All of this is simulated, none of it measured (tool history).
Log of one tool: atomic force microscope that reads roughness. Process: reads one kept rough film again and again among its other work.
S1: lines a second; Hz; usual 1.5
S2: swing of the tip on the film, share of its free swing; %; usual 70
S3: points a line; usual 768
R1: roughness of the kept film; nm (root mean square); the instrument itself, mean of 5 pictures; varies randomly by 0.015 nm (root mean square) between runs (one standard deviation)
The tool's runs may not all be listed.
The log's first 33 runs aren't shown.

{"run": 34, "hour": 921.6, "S1": 2.44, "S2": 83, "S3": 614, "R1": 2.191}
{"hour": 926.0, "done": "height scale calibrated on a step standard"}
{"run": 35, "hour": 942.4, "S1": 2.44, "S2": 83, "S3": 614, "R1": 2.162}
{"run": 36, "hour": 966.6, "S1": 0.54, "S2": 70, "S3": 768, "R1": 2.709}
{"hour": 970.6, "done": "new tip fitted"}
{"run": 37, "hour": 997.9, "S1": 1.94, "S2": 80, "S3": 316, "R1": 3.203}
{"run": 38, "hour": 1016.3, "S1": 1.94, "S2": 80, "S3": 316, "R1": 3.132}
{"run": 39, "hour": 1045.1, "S1": 1.94, "S2": 74, "S3": 316, "R1": 3.17}
{"run": 40, "hour": 1065.4, "S1": 1.94, "S2": 74, "S3": 316, "R1": 3.14}
{"run": 41, "hour": 1086.8, "S1": 1.33, "S2": 75, "S3": 775, "R1": 3.251}
{"run": 42, "hour": 1113.6, "S1": 1.21, "S2": 75, "S3": 699, "R1": 3.195}
{"hour": 1124.5, "done": "height scale calibrated on a step standard, once more"}
{"run": 43, "hour": 1149.3, "S1": 1.21, "S2": 75, "S3": 699, "R1": 3.052}
{"run": 44, "hour": 1171.7, "S1": 0.98, "S2": 82, "S3": 319, "R1": 2.887}
{"run": 45, "hour": 1187.3, "S1": 0.57, "S2": 64, "S3": 417, "R1": 3.154}
{"run": 46, "hour": 1220.2, "S1": 0.57, "S2": 76, "S3": 855, "R1": 2.977}
{"run": 47, "hour": 1258.0, "S1": 0.63, "S2": 72, "S3": 582, "R1": 2.899}
{"run": 48, "hour": 1284.9, "S1": 2.54, "S2": 56, "S3": 582, "R1": 2.764}
{"run": 49, "hour": 1302.3, "S1": 0.81, "S2": 65, "S3": 855, "R1": 2.816}
{"run": 50, "hour": 1333.2, "S1": 0.74, "S2": 59, "S3": 266, "R1": 2.708}
{"run": 51, "hour": 1352.0, "S1": 0.74, "S2": 89, "S3": 423, "R1": 2.443}
{"hour": 1378.3, "done": "new tip fitted"}
{"run": 52, "hour": 1389.3, "S1": 0.74, "S2": 70, "S3": 834, "R1": 3.852}

3 ways to go on from here, each from the tool as it stands after run 52. What would each give?
{"run": "A", "hour": 1416.0, "S1": 2.93, "S2": 86, "S3": 368, "R1": "?"}
{"run": "B", "hour": 1416.0, "S1": 0.74, "S2": 70, "S3": 700, "R1": "?"}
{"run": "C", "hour": 1416.0, "S1": 1.96, "S2": 71, "S3": 307, "R1": "?"}

run=A R1=2.649
run=B R1=3.71
run=C R1=3.346
Take away the tool's hidden state, keep each run's random variation, and the runs would have read:
run=A R1=2.799
run=B R1=3.922
run=C R1=3.536
